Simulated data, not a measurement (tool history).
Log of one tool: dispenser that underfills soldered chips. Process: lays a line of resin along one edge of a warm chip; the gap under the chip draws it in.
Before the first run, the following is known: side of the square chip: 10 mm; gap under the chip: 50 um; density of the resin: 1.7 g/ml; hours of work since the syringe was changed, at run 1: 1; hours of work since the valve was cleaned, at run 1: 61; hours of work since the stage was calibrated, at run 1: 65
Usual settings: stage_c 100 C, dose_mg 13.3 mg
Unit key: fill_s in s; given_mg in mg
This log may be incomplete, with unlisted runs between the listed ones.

| run | hour | stage_c | dose_mg | hours of work since the syringe was changed | hours of work since the valve was cleaned | hours of work since the stage was calibrated | fill_s | given_mg |
|---|---|---|---|---|---|---|---|---|
| 1 | 0.0 | 100 | 13.3 | 1 | 61 | 65 | 111.1 | 12.86 |
|  | 2.3 | dispensing valve cleaned and set on the balance |
| 2 | 8.3 | 100 | 13.3 | 5 | 4 | 69 | 130.9 | 13.35 |
|  | 11.2 | new syringe of resin |
| 3 | 15.6 | 100 | 13.3 | 3 | 8 | 73 | 117.6 | 13.16 |
|  | 22.3 | new syringe of resin |
| 4 | 22.5 | 100 | 13.3 | 0 | 12 | 77 | 110.0 | 13.19 |
| 5 | 26.8 | 100 | 14.2 | 3 | 15 | 80 | 117.6 | 13.96 |
|  | 33.4 | new syringe of resin |
| 6 | 35.5 | 100 | 14.2 | 1 | 20 | 85 | 113.7 | 14.02 |
| 7 | 42.7 | 100 | 11.8 | 6 | 24 | 90 | 136.0 | 11.68 |
|  | 44.7 | new syringe of resin |
| 8 | 51.3 | 100 | 13.6 | 4 | 29 | 95 | 124.9 | 13.29 |
|  | 55.9 | new syringe of resin |
| 9 | 59.0 | 100 | 13.6 | 2 | 34 | 99 | 113.6 | 13.22 |
| 10 | 64.8 | 100 | 15.1 | 5 | 37 | 103 | 128.6 | 14.72 |
|  | 66.9 | new syringe of resin |
| 11 | 69.4 | 100 | 15.1 | 1 | 40 | 105 | 110.7 | 14.55 |
| 12 | 73.7 | 100 | 13.3 | 4 | 42 | 108 | 122.9 | 12.94 |
|  | 78.2 | new syringe of resin |
| 13 | 80.7 | 97 | 13.3 | 2 | 46 | 112 | 127.9 | 12.95 |
| 14 | 88.0 | 97 | 13.3 | 6 | 51 | 116 | 149.1 | 12.94 |
|  | 89.4 | new syringe of resin |
| 15 | 92.0 | 97 | 13.3 | 2 | 53 | 119 | 132.4 | 12.91 |
| 16 | 95.7 | 100 | 13.3 | 4 | 55 | 121 | 124.9 | 12.70 |
|  | 100.4 | new syringe of resin |
| 17 | 103.7 | 93 | 14.5 | 2 | 60 | 126 | 151.3 | 13.96 |
|  | 107.0 | dispensing valve cleaned and set on the balance |
| 18 | 110.9 | 86 | 12.4 | 6 | 2 | 129 | 234.3 | 12.47 |
|  | 112.5 | new syringe of resin |
| 19 | 119.3 | 90 | 14.2 | 4 | 7 | 134 | 184.5 | 14.15 |
|  | 123.4 | new syringe of resin |
| 20 | 125.4 | 94 | 11.6 | 1 | 11 | 138 | 143.2 | 11.61 |
| 21 | 134.0 | 94 | 11.6 | 6 | 16 | 143 | 171.7 | 11.40 |
|  | 134.6 | new syringe of resin |
| 22 | 143.3 | 94 | 11.6 | 5 | 22 | 149 | 166.7 | 11.53 |
|  | 145.8 | new syringe of resin |
| 23 | 147.7 | 87 | 12.5 | 1 | 24 | 151 | 189.4 | 12.38 |
| 24 | 151.6 | 87 | 12.5 | 3 | 26 | 153 | 207.9 | 12.15 |
|  | 157.1 | new syringe of resin |
| 25 | 157.6 | 103 | 13.3 | 0 | 30 | 157 | 95.0 | 13.13 |
| 26 | 162.6 | 85 | 13.4 | 3 | 33 | 160 | 218.0 | 13.20 |
|  | 168.6 | new syringe of resin |
| 27 | 168.7 | 107 | 12.9 | 0 | 36 | 163 | 85.9 | 12.65 |
| 28 | 173.0 | 93 | 15.5 | 3 | 39 | 166 | 151.7 | 15.08 |
| 29 | 177.5 | 90 | 16.7 | 5 | 42 | 169 | 188.2 | 16.38 |
|  | 179.6 | new syringe of resin |
| 30 | 184.0 | 90 | 16.7 | 3 | 46 | 173 | 171.4 | 16.22 |
| 31 | 189.3 | 90 | 13.6 | 6 | 49 | 176 | 193.7 | 13.27 |

Each row is a separate what-if for the run after 31, all from the same tool condition, not one after another. Results?
|  | 190.8 | new syringe of resin |
| A | 194.8 | 90 | 17.2 | 2 | 52 | 179 | ? | ? |
|  | 190.8 | new syringe of resin |
| B | 194.8 | 113 | 13.3 | 2 | 52 | 179 | ? | ? |
|  | 190.8 | new syringe of resin |
| C | 194.8 | 91 | 13.6 | 2 | 52 | 179 | ? | ? |

| run | fill_s | given_mg |
|---|---|---|
| A | 168.1 | 16.76 |
| B | 73.7 | 13.05 |
| C | 163.3 | 13.28 |
Had the tool no hidden state, the same runs would have come out as:
| run | fill_s | given_mg |
|---|---|---|
| A | 160.4 | 17.28 |
| B | 69.9 | 13.45 |
| C | 155.4 | 13.69 |
